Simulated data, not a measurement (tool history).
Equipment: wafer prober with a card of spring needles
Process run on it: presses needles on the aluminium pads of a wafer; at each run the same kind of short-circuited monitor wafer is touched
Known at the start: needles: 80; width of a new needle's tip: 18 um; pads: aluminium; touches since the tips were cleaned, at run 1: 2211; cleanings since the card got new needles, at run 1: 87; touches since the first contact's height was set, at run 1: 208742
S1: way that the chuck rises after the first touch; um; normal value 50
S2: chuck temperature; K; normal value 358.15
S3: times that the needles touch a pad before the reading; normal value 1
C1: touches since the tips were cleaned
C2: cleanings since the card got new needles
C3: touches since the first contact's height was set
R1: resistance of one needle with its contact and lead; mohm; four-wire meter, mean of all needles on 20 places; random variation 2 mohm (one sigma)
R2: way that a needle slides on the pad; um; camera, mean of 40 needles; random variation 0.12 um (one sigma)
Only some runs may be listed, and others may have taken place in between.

Run 1, day 0.000: usual settings; C1 2211; C2 87; C3 208742. Result: R1 352 mohm, R2 11.66 um.
At day 0.204: tips cleaned on abrasive film.
At day 0.612: tips cleaned on abrasive film.
At day 0.825: height of the first contact set anew.
Run 2, day 0.975: usual settings; C1 3749; C2 89; C3 1597. Result: R1 365 mohm, R2 12.90 um.
At day 1.083: tips cleaned on abrasive film.
At day 1.567: tips cleaned on abrasive film.
At day 2.079: tips cleaned on abrasive film.
Run 3, day 2.458: usual settings; C1 4058; C2 92; C3 17213. Result: R1 379 mohm, R2 12.84 um.
At day 2.554: tips cleaned on abrasive film.
At day 2.962: tips cleaned on abrasive film.
At day 3.471: tips cleaned on abrasive film.
Run 4, day 3.583: usual settings; C1 1181; C2 95; C3 29012. Result: R1 301 mohm, R2 12.63 um.
At day 3.888: tips cleaned on abrasive film.
At day 4.296: tips cleaned on abrasive film.
At day 4.704: tips cleaned on abrasive film.
At day 5.162: tips cleaned on abrasive film.
Run 5, day 5.225: usual settings but S2 320.15 K; C1 663; C2 99; C3 46265. Result: R1 265 mohm, R2 12.55 um.
At day 5.633: tips cleaned on abrasive film.
At day 6.108: tips cleaned on abrasive film.
Run 6, day 6.408: usual settings; C1 3209; C2 101; C3 58767. Result: R1 374 mohm, R2 12.57 um.
At day 6.617: tips cleaned on abrasive film.
At day 7.088: tips cleaned on abrasive film.
At day 7.496: tips cleaned on abrasive film.
Run 7, day 7.804: usual settings; C1 3269; C2 104; C3 73445. Result: R1 367 mohm, R2 12.64 um.
At day 7.912: tips cleaned on abrasive film.
At day 8.421: tips cleaned on abrasive film.
Run 8, day 8.817: usual settings but S2 330.15 K; C1 4206; C2 106; C3 84104. Result: R1 392 mohm, R2 12.51 um.
At day 8.921: tips cleaned on abrasive film.
At day 9.412: tips cleaned on abrasive film.
At day 9.896: tips cleaned on abrasive film.
Run 9, day 10.171: usual settings but S2 330.15 K; C1 2935; C2 109; C3 98366. Result: R1 370 mohm, R2 12.12 um.
At day 10.379: tips cleaned on abrasive film.
At day 10.854: tips cleaned on abrasive film.
Run 10, day 11.254: usual settings but S2 330.15 K; C1 4256; C2 111; C3 109782. Result: R1 407 mohm, R2 12.38 um.
At day 11.358: tips cleaned on abrasive film.
At day 11.771: tips cleaned on abrasive film.
At day 12.242: tips cleaned on abrasive film.
Run 11, day 12.275: usual settings but S2 330.15 K; C1 375; C2 114; C3 120493. Result: R1 260 mohm, R2 12.16 um.
At day 12.746: tips cleaned on abrasive film.
At day 13.250: tips cleaned on abrasive film.
At day 13.658: tips cleaned on abrasive film.
At day 14.146: tips cleaned on abrasive film.
Run 12, day 14.171: usual settings; C1 255; C2 118; C3 140425. Result: R1 259 mohm, R2 11.91 um.
At day 14.579: tips cleaned on abrasive film.
At day 15.071: tips cleaned on abrasive film.
At day 15.479: tips cleaned on abrasive film.
At day 15.892: tips cleaned on abrasive film.
Run 13, day 15.892: usual settings; C1 0; C2 122; C3 158545. Result: R1 247 mohm, R2 11.85 um.
At day 16.300: tips cleaned on abrasive film.
At day 16.783: tips cleaned on abrasive film.
Run 14, day 16.975: usual settings; C1 2022; C2 124; C3 169940. Result: R1 374 mohm, R2 11.88 um.
At day 17.262: tips cleaned on abrasive film.
At day 17.775: tips cleaned on abrasive film.
At day 18.183: tips cleaned on abrasive film.
At day 18.683: tips cleaned on abrasive film.
Run 15, day 18.817: usual settings but S1 33 um, S2 318.15 K, S3 2; C1 1411; C2 128; C3 189336. Result: R1 405 mohm, R2 7.52 um.
At day 19.121: tips cleaned on abrasive film.
At day 19.529: tips cleaned on abrasive film.
At day 19.983: tips cleaned on abrasive film.
At day 20.392: tips cleaned on abrasive film.
Run 16, day 20.725: usual settings but S1 33 um, S2 318.15 K, S3 2; C1 3518; C2 132; C3 209425. Result: R1 540 mohm, R2 7.34 um.
At day 20.829: tips cleaned on abrasive film.
At day 21.304: tips cleaned on abrasive film.
At day 21.521: height of the first contact set anew.
At day 21.817: tips cleaned on abrasive film.
Run 17, day 21.879: usual settings but S2 384.15 K, S3 2; C1 649; C2 135; C3 3764. Result: R1 262 mohm, R2 12.76 um.
At day 22.283: tips cleaned on abrasive film.
At day 22.762: tips cleaned on abrasive film.
Run 18, day 23.033: usual settings but S2 384.15 K, S3 2; C1 2901; C2 137; C3 15953. Result: R1 314 mohm, R2 12.64 um.
At day 23.242: tips cleaned on abrasive film.
At day 23.729: tips cleaned on abrasive film.
Run 19, day 23.833: usual settings but S2 384.15 K, S3 2; C1 1082; C2 139; C3 24330. Result: R1 291 mohm, R2 12.70 um.
At day 24.225: tips cleaned on abrasive film.
At day 24.733: tips cleaned on abrasive film.
At day 25.146: tips cleaned on abrasive film.
Run 20, day 25.258: usual settings but S2 313.15 K, S3 2; C1 1200; C2 142; C3 39335. Result: R1 281 mohm, R2 12.61 um.
At day 25.567: tips cleaned on abrasive film.
At day 26.046: tips cleaned on abrasive film.
At day 26.454: tips cleaned on abrasive film.
Run 21, day 26.662: usual settings but S1 48 um, S2 363.15 K; C1 2220; C2 145; C3 54148. Result: R1 380 mohm, R2 11.98 um.
At day 26.933: tips cleaned on abrasive film.
At day 27.425: tips cleaned on abrasive film.
At day 27.833: tips cleaned on abrasive film.
Run 22, day 28.138: usual settings but S1 51 um, S2 363.15 K; C1 3220; C2 148; C3 69654. Result: R1 400 mohm, R2 12.56 um.
At day 28.342: tips cleaned on abrasive film.
At day 28.838: tips cleaned on abrasive film.
At day 29.329: tips cleaned on abrasive film.
At day 29.817: tips cleaned on abrasive film.
Run 23, day 29.996: usual settings but S1 68 um, S2 342.15 K; C1 1892; C2 152; C3 89218. Result: R1 281 mohm, R2 16.88 um.
At day 30.304: tips cleaned on abrasive film.
At day 30.792: tips cleaned on abrasive film.
Run 24, day 31.075: usual settings but S1 45 um; C1 2985; C2 154; C3 100576. Result: R1 447 mohm, R2 10.74 um.
At day 31.279: tips cleaned on abrasive film.
At day 31.792: tips cleaned on abrasive film.
At day 32.292: tips cleaned on abrasive film.
At day 32.804: tips cleaned on abrasive film.
Run 25, day 32.854: usual settings but S1 45 um; C1 549; C2 158; C3 119318. Result: R1 319 mohm, R2 10.95 um.
At day 33.254: tips cleaned on abrasive film.
At day 33.667: tips cleaned on abrasive film.
Run 26, day 33.667: usual settings but S1 66 um, S2 353.15 K, S3 2; C1 0; C2 160; C3 127871. Result: R1 225 mohm, R2 16.22 um.
At day 34.138: tips cleaned on abrasive film.
At day 34.546: tips cleaned on abrasive film.
Run 27, day 34.912: usual settings but S2 298.15 K; C1 3906; C2 162; C3 141009. Result: R1 459 mohm, R2 11.99 um.

Selected run-to-run steps in R1, each split into two signed amounts: the part the tool would show with no hidden state at all (from settings, incoming material and random variation), and the remainder, which goes to the hidden state together with any gauge scatter not common to the measured and the hidden-state-free results:
Hidden state present: debris on the tips, nm; way that the needles fall short of the set height, um; tips' diameter, um; drift of the gauge itself on contact_mohm, %; drift of the gauge itself on scrub_um, %.
Run 16 -> 17: S1 33 -> 50, S2 318.15 -> 384.15, tips cleaned on abrasive film, tips cleaned on abrasive film, height of the first contact set anew, tips cleaned on abrasive film. R1 -278 mohm: hidden state -280, all else +2.
Run 26 -> 27: S1 66 -> 50, S2 353.15 -> 298.15, S3 2 -> 1, tips cleaned on abrasive film, tips cleaned on abrasive film. R1 +234 mohm: hidden state +241, all else -7.
